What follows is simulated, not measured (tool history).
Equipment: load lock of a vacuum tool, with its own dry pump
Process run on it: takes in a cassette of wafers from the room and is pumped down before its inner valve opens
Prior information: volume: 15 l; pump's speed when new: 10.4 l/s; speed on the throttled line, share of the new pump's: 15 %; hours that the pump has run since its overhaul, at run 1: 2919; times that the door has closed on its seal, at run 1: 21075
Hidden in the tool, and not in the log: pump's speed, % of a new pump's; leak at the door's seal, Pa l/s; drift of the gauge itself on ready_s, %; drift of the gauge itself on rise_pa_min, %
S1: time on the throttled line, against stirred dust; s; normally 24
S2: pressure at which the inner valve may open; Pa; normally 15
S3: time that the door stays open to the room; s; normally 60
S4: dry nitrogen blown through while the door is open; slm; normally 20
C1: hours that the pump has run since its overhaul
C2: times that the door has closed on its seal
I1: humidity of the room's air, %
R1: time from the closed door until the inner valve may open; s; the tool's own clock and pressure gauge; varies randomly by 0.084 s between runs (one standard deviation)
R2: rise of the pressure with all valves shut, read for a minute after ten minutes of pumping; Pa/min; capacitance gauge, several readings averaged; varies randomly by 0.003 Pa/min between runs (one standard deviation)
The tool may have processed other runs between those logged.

{"run": 1, "hour": 0.0, "S1": 24, "S2": 15, "S3": 60, "S4": 20, "C1": 2919, "C2": 21075, "I1": 44.7, "R1": 33.43, "R2": 0.029}
{"run": 2, "hour": 192.4, "S1": 21, "S2": 15, "S3": 60, "S4": 20, "C1": 3112, "C2": 21683, "I1": 44.9, "R1": 30.69, "R2": 0.024}
{"run": 3, "hour": 374.4, "S1": 21, "S2": 15, "S3": 60, "S4": 20, "C1": 3294, "C2": 22259, "I1": 45, "R1": 30.69, "R2": 0.025}
{"run": 4, "hour": 511.5, "S1": 24, "S2": 15, "S3": 72, "S4": 20, "C1": 3431, "C2": 22693, "I1": 43.3, "R1": 33.26, "R2": 0.033}
{"run": 5, "hour": 734.6, "S1": 24, "S2": 15, "S3": 72, "S4": 20, "C1": 3654, "C2": 23398, "I1": 41.4, "R1": 33.33, "R2": 0.031}
{"run": 6, "hour": 935.8, "S1": 26, "S2": 15, "S3": 60, "S4": 20, "C1": 3855, "C2": 24035, "I1": 43.2, "R1": 35.04, "R2": 0.031}
{"hour": 1145.0, "done": "door's seal changed, seat wiped"}
{"run": 7, "hour": 1165.0, "S1": 26, "S2": 15, "S3": 60, "S4": 20, "C1": 4083, "C2": 64, "I1": 44.8, "R1": 34.99, "R2": 0.031}
{"run": 8, "hour": 1355.7, "S1": 26, "S2": 15, "S3": 60, "S4": 20, "C1": 4273, "C2": 667, "I1": 42.1, "R1": 34.95, "R2": 0.021}
{"run": 9, "hour": 1556.3, "S1": 26, "S2": 15, "S3": 60, "S4": 20, "C1": 4474, "C2": 1301, "I1": 48, "R1": 35.09, "R2": 0.029}
{"run": 10, "hour": 1686.8, "S1": 24, "S2": 15, "S3": 60, "S4": 20, "C1": 4604, "C2": 1714, "I1": 43.2, "R1": 33.14, "R2": 0.029}
{"run": 11, "hour": 1910.7, "S1": 14, "S2": 14, "S3": 60, "S4": 20, "C1": 4828, "C2": 2422, "I1": 43.4, "R1": 24.74, "R2": 0.029}
{"run": 12, "hour": 2025.0, "S1": 17, "S2": 23, "S3": 28, "S4": 23, "C1": 4943, "C2": 2784, "I1": 46.1, "R1": 26.62, "R2": 0.022}
{"run": 13, "hour": 2130.3, "S1": 27, "S2": 13, "S3": 60, "S4": 14, "C1": 5048, "C2": 3117, "I1": 47.4, "R1": 36.04, "R2": 0.039}
{"run": 14, "hour": 2295.3, "S1": 21, "S2": 12, "S3": 42, "S4": 20, "C1": 5213, "C2": 3639, "I1": 43.6, "R1": 30.98, "R2": 0.027}
{"run": 15, "hour": 2387.3, "S1": 27, "S2": 13, "S3": 148, "S4": 24, "C1": 5305, "C2": 3930, "I1": 43.2, "R1": 36.01, "R2": 0.041}
{"run": 16, "hour": 2499.2, "S1": 24, "S2": 15, "S3": 80, "S4": 36, "C1": 5417, "C2": 4284, "I1": 45.7, "R1": 33.43, "R2": 0.021}
{"run": 17, "hour": 2625.5, "S1": 24, "S2": 16, "S3": 40, "S4": 12, "C1": 5543, "C2": 4683, "I1": 43.3, "R1": 33, "R2": 0.04}
{"run": 18, "hour": 2722.4, "S1": 24, "S2": 16, "S3": 42, "S4": 12, "C1": 5640, "C2": 4990, "I1": 48.7, "R1": 33.11, "R2": 0.038}
{"run": 19, "hour": 2885.9, "S1": 15, "S2": 15, "S3": 51, "S4": 20, "C1": 5804, "C2": 5507, "I1": 47.4, "R1": 25.5, "R2": 0.029}
{"run": 20, "hour": 3071.3, "S1": 13, "S2": 15, "S3": 51, "S4": 20, "C1": 5989, "C2": 6093, "I1": 44.8, "R1": 23.91, "R2": 0.029}

Predict each of these 5 candidate next runs independently; none follows another, all start after run 20:
{"run": "A", "hour": 3206.6, "S1": 25, "S2": 15, "S3": 60, "S4": 20, "C1": 6124, "C2": 6521, "I1": 42.5, "R1": "?", "R2": "?"}
{"run": "B", "hour": 3206.6, "S1": 22, "S2": 15, "S3": 60, "S4": 15, "C1": 6124, "C2": 6521, "I1": 44.7, "R1": "?", "R2": "?"}
{"run": "C", "hour": 3206.6, "S1": 23, "S2": 15, "S3": 85, "S4": 19, "C1": 6124, "C2": 6521, "I1": 45.3, "R1": "?", "R2": "?"}
{"run": "D", "hour": 3206.6, "S1": 13, "S2": 15, "S3": 51, "S4": 6, "C1": 6124, "C2": 6521, "I1": 45.8, "R1": "?", "R2": "?"}
{"run": "E", "hour": 3206.6, "S1": 13, "S2": 11, "S3": 58, "S4": 8, "C1": 6124, "C2": 6521, "I1": 44.7, "R1": "?", "R2": "?"}

run=A R1=34.05 R2=0.027
run=B R1=31.58 R2=0.028
run=C R1=32.42 R2=0.032
run=D R1=23.84 R2=0.055
run=E R1=24.3 R2=0.045
What these runs would have given with no unlogged condition in the tool:
run=A R1=34.04 R2=0.026
run=B R1=31.57 R2=0.027
run=C R1=32.41 R2=0.032
run=D R1=23.84 R2=0.054
run=E R1=24.29 R2=0.045

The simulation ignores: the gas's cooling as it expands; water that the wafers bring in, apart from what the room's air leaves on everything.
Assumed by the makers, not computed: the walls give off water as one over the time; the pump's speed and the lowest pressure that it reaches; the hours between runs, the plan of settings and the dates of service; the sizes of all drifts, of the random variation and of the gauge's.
